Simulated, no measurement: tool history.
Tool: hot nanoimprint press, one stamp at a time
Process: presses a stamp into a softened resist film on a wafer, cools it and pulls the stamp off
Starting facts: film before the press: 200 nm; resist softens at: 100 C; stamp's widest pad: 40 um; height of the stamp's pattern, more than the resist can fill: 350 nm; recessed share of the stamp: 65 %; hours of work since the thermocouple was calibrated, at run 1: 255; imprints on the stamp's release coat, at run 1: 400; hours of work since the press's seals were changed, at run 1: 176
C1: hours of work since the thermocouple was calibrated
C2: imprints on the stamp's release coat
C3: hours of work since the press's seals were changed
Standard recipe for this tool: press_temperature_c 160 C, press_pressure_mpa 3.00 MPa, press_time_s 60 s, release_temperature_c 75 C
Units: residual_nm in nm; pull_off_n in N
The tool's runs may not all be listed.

{"run": 1, "hour": 0.0, "press_temperature_c": 160, "press_pressure_mpa": 3.0, "press_time_s": 60, "release_temperature_c": 75, "C1": 255, "C2": 400, "C3": 176, "residual_nm": 94.1, "pull_off_n": 195}
{"run": 2, "hour": 62.1, "press_temperature_c": 149, "press_pressure_mpa": 3.0, "press_time_s": 60, "release_temperature_c": 75, "C1": 281, "C2": 493, "C3": 202, "residual_nm": 161.5, "pull_off_n": 202}
{"run": 3, "hour": 159.7, "press_temperature_c": 160, "press_pressure_mpa": 3.0, "press_time_s": 60, "release_temperature_c": 64, "C1": 322, "C2": 639, "C3": 243, "residual_nm": 95.5, "pull_off_n": 258}
{"run": 4, "hour": 251.5, "press_temperature_c": 160, "press_pressure_mpa": 3.0, "press_time_s": 60, "release_temperature_c": 75, "C1": 361, "C2": 776, "C3": 282, "residual_nm": 93.5, "pull_off_n": 201}
{"run": 5, "hour": 310.1, "press_temperature_c": 160, "press_pressure_mpa": 3.0, "press_time_s": 60, "release_temperature_c": 75, "C1": 385, "C2": 864, "C3": 307, "residual_nm": 93.2, "pull_off_n": 200}
{"run": 6, "hour": 404.6, "press_temperature_c": 160, "press_pressure_mpa": 3.0, "press_time_s": 60, "release_temperature_c": 75, "C1": 425, "C2": 1006, "C3": 346, "residual_nm": 94.8, "pull_off_n": 196}
{"run": 7, "hour": 478.9, "press_temperature_c": 160, "press_pressure_mpa": 3.0, "press_time_s": 60, "release_temperature_c": 82, "C1": 457, "C2": 1117, "C3": 378, "residual_nm": 92.2, "pull_off_n": 167}
{"hour": 541.6, "done": "stamp cleaned and given a new release coat"}
{"hour": 553.6, "done": "plate thermocouple calibrated"}
{"run": 8, "hour": 566.5, "press_temperature_c": 160, "press_pressure_mpa": 3.0, "press_time_s": 60, "release_temperature_c": 82, "C1": 5, "C2": 32, "C3": 411, "residual_nm": 94.3, "pull_off_n": 164}
{"run": 9, "hour": 644.8, "press_temperature_c": 152, "press_pressure_mpa": 3.0, "press_time_s": 60, "release_temperature_c": 75, "C1": 38, "C2": 150, "C3": 444, "residual_nm": 143.6, "pull_off_n": 206}
{"run": 10, "hour": 699.1, "press_temperature_c": 152, "press_pressure_mpa": 3.0, "press_time_s": 60, "release_temperature_c": 75, "C1": 61, "C2": 231, "C3": 467, "residual_nm": 144.7, "pull_off_n": 202}
{"run": 11, "hour": 776.5, "press_temperature_c": 152, "press_pressure_mpa": 3.0, "press_time_s": 60, "release_temperature_c": 75, "C1": 94, "C2": 347, "C3": 499, "residual_nm": 143.5, "pull_off_n": 196}
{"run": 12, "hour": 826.7, "press_temperature_c": 152, "press_pressure_mpa": 3.0, "press_time_s": 60, "release_temperature_c": 75, "C1": 115, "C2": 422, "C3": 520, "residual_nm": 143.2, "pull_off_n": 198}
{"run": 13, "hour": 911.8, "press_temperature_c": 149, "press_pressure_mpa": 3.0, "press_time_s": 60, "release_temperature_c": 75, "C1": 151, "C2": 549, "C3": 556, "residual_nm": 163.4, "pull_off_n": 198}
{"run": 14, "hour": 1001.7, "press_temperature_c": 149, "press_pressure_mpa": 3.0, "press_time_s": 60, "release_temperature_c": 75, "C1": 189, "C2": 684, "C3": 594, "residual_nm": 161.9, "pull_off_n": 201}

Predict the results of run 15:
{"run": 15, "hour": 1098.1, "press_temperature_c": 158, "press_pressure_mpa": 3.66, "press_time_s": 44, "release_temperature_c": 75, "C1": 229, "C2": 828, "C3": 635, "residual_nm": "?", "pull_off_n": "?"}

{"run 15": {"residual_nm": 107.7, "pull_off_n": 207}}
Were there no unlogged condition in the tool, this run, its random variation unchanged, would have produced residual_nm 107.7 nm, pull_off_n 205 N.
